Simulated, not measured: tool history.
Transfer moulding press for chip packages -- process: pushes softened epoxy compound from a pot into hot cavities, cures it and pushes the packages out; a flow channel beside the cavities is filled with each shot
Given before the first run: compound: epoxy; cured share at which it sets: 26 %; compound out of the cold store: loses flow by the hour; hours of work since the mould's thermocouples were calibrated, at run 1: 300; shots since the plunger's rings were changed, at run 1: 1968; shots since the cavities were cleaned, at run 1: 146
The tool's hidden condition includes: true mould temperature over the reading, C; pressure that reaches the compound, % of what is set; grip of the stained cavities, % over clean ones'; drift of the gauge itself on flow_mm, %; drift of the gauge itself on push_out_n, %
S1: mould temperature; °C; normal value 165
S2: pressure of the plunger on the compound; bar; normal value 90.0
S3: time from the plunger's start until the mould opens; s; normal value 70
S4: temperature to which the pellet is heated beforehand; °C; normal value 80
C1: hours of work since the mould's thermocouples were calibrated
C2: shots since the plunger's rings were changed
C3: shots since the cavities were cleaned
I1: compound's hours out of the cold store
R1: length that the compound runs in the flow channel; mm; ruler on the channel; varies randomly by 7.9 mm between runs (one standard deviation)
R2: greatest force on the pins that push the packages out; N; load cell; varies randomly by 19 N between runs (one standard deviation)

{"run": 1, "hour": 0.0, "S1": 165, "S2": 90.0, "S3": 70, "S4": 80, "C1": 300, "C2": 1968, "C3": 146, "I1": 23.2, "R1": 924, "R2": 1048}
{"run": 2, "hour": 35.2, "S1": 165, "S2": 90.0, "S3": 70, "S4": 80, "C1": 326, "C2": 2549, "C3": 727, "I1": 30.1, "R1": 894, "R2": 1278}
{"hour": 50.4, "done": "cavities cleaned with cleaning compound and waxed"}
{"run": 3, "hour": 96.8, "S1": 167, "S2": 90.0, "S3": 70, "S4": 80, "C1": 372, "C2": 3539, "C3": 764, "I1": 34.4, "R1": 886, "R2": 1064}
{"hour": 111.6, "done": "cavities cleaned with cleaning compound and waxed"}
{"run": 4, "hour": 150.3, "S1": 167, "S2": 90.0, "S3": 70, "S4": 80, "C1": 411, "C2": 4397, "C3": 639, "I1": 25.4, "R1": 888, "R2": 1060}
{"hour": 168.6, "done": "cavities cleaned with cleaning compound and waxed"}
{"run": 5, "hour": 206.1, "S1": 167, "S2": 90.0, "S3": 70, "S4": 80, "C1": 453, "C2": 5293, "C3": 620, "I1": 34.1, "R1": 859, "R2": 984}
{"hour": 225.3, "done": "cavities cleaned with cleaning compound and waxed"}
{"run": 6, "hour": 251.5, "S1": 167, "S2": 90.0, "S3": 70, "S4": 80, "C1": 486, "C2": 6016, "C3": 432, "I1": 42.4, "R1": 834, "R2": 941}
{"hour": 265.0, "done": "plunger's sealing rings changed"}
{"hour": 284.6, "done": "cavities cleaned with cleaning compound and waxed"}
{"run": 7, "hour": 292.5, "S1": 165, "S2": 90.0, "S3": 70, "S4": 80, "C1": 514, "C2": 429, "C3": 130, "I1": 36.5, "R1": 900, "R2": 978}
{"hour": 341.5, "done": "cavities cleaned with cleaning compound and waxed"}
{"run": 8, "hour": 352.3, "S1": 165, "S2": 90.0, "S3": 70, "S4": 80, "C1": 558, "C2": 1390, "C3": 178, "I1": 11.3, "R1": 976, "R2": 1053}
{"run": 9, "hour": 377.0, "S1": 165, "S2": 90.0, "S3": 62, "S4": 80, "C1": 577, "C2": 1797, "C3": 585, "I1": 27.7, "R1": 913, "R2": 1559}
{"hour": 400.6, "done": "cavities cleaned with cleaning compound and waxed"}
{"run": 10, "hour": 423.2, "S1": 165, "S2": 90.0, "S3": 62, "S4": 80, "C1": 611, "C2": 2534, "C3": 372, "I1": 38.9, "R1": 871, "R2": 1472}
{"hour": 460.4, "done": "cavities cleaned with cleaning compound and waxed"}
{"run": 11, "hour": 460.7, "S1": 165, "S2": 90.0, "S3": 62, "S4": 80, "C1": 639, "C2": 3128, "C3": 6, "I1": 45.0, "R1": 855, "R2": 1265}
{"hour": 492.5, "done": "mould's thermocouples calibrated"}
{"hour": 519.9, "done": "cavities cleaned with cleaning compound and waxed"}
{"run": 12, "hour": 519.9, "S1": 165, "S2": 90.0, "S3": 70, "S4": 80, "C1": 20, "C2": 4047, "C3": 0, "I1": 12.9, "R1": 959, "R2": 966}
{"run": 13, "hour": 553.3, "S1": 165, "S2": 90.0, "S3": 70, "S4": 80, "C1": 45, "C2": 4598, "C3": 551, "I1": 43.4, "R1": 843, "R2": 1114}
{"hour": 581.3, "done": "cavities cleaned with cleaning compound and waxed"}
{"run": 14, "hour": 583.5, "S1": 165, "S2": 90.0, "S3": 70, "S4": 80, "C1": 67, "C2": 5071, "C3": 36, "I1": 17.8, "R1": 909, "R2": 986}
{"run": 15, "hour": 615.3, "S1": 165, "S2": 90.0, "S3": 70, "S4": 80, "C1": 91, "C2": 5595, "C3": 560, "I1": 35.3, "R1": 861, "R2": 1160}
{"hour": 642.9, "done": "cavities cleaned with cleaning compound and waxed"}
{"run": 16, "hour": 646.9, "S1": 158, "S2": 90.6, "S3": 70, "S4": 83, "C1": 114, "C2": 6091, "C3": 66, "I1": 46.6, "R1": 841, "R2": 1430}

For run 17, what comes out?
{"hour": 658.3, "done": "plunger's sealing rings changed"}
{"hour": 704.6, "done": "cavities cleaned with cleaning compound and waxed"}
{"run": 17, "hour": 707.4, "S1": 160, "S2": 87.6, "S3": 61, "S4": 89, "C1": 157, "C2": 785, "C3": 46, "I1": 10.8, "R1": "?", "R2": "?"}

Run 17 yielded R1 979 mm, R2 1832 N.
On a tool with no hidden condition, and with the same random variation, this run would have come out at R1 987 mm, R2 1761 N.
